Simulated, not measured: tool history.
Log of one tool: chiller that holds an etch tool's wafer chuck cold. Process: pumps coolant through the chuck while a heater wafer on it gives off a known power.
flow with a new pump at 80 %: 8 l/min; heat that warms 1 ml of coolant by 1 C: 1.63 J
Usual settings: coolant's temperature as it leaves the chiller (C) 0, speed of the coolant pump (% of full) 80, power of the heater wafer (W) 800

run,hour,coolant's temperature as it leaves the chiller (C),speed of the coolant pump (% of full),power of the heater wafer (W),chuck's temperature once it has settled (C),how much warmer the coolant comes back (C)
1,0.0,0,80,800,7.0,3.63
2,197.9,0,80,800,7.1,3.59
# hour 258.9: chiller's thermometer calibrated
3,327.6,0,80,800,6.4,3.70
4,522.5,0,80,800,6.6,3.73
5,694.0,0,64,800,7.5,4.64
6,845.8,0,64,800,7.6,4.58
7,1031.8,0,80,800,6.7,3.71
8,1178.9,-1,80,800,5.5,3.76
9,1272.1,-1,80,800,5.8,3.74
10,1392.9,1,80,800,7.9,3.75
11,1557.2,1,74,800,8.4,4.13
# hour 1628.6: coolant changed, channels flushed
12,1723.5,1,74,800,7.4,4.04
# hour 1743.7: coolant pump overhauled
13,1889.2,0,80,800,6.4,3.82
14,2017.4,0,99,800,5.5,3.06
15,2200.7,0,99,800,5.5,3.09
16,2350.7,0,99,800,5.4,3.08
17,2452.4,0,99,800,5.4,3.05
18,2641.6,0,96,800,5.8,3.21
# hour 2760.7: coolant pump overhauled, once more
19,2771.4,0,96,800,5.8,3.11
20,2881.7,0,71,866,7.4,4.46
21,3007.2,-2,78,659,3.4,3.17
22,3174.3,-4,60,800,3.7,4.91
23,3284.2,3,78,476,7.1,2.26
24,3488.7,7,84,931,14.2,4.15
25,3654.4,-7,71,544,-2.2,2.91
26,3865.6,1,94,437,4.6,1.77
27,4053.3,0,80,1027,8.4,4.80
28,4247.7,1,80,818,7.9,3.88

Forecast each of these 3 alternatives for the next run:
# hour 4287.0: chiller's thermometer calibrated
A,4387.4,0,69,1190,?,?
# hour 4287.0: chiller's thermometer calibrated
B,4387.4,1,88,818,?,?
# hour 4287.0: chiller's thermometer calibrated
C,4387.4,1,86,581,?,?

run,chuck's temperature once it has settled (C),how much warmer the coolant comes back (C)
A,10.2,6.43
B,6.9,3.54
C,5.3,2.53
Without the tool's hidden state the same runs would have given:
run,chuck's temperature once it has settled (C),how much warmer the coolant comes back (C)
A,9.5,6.24
B,6.5,3.44
C,5.0,2.45

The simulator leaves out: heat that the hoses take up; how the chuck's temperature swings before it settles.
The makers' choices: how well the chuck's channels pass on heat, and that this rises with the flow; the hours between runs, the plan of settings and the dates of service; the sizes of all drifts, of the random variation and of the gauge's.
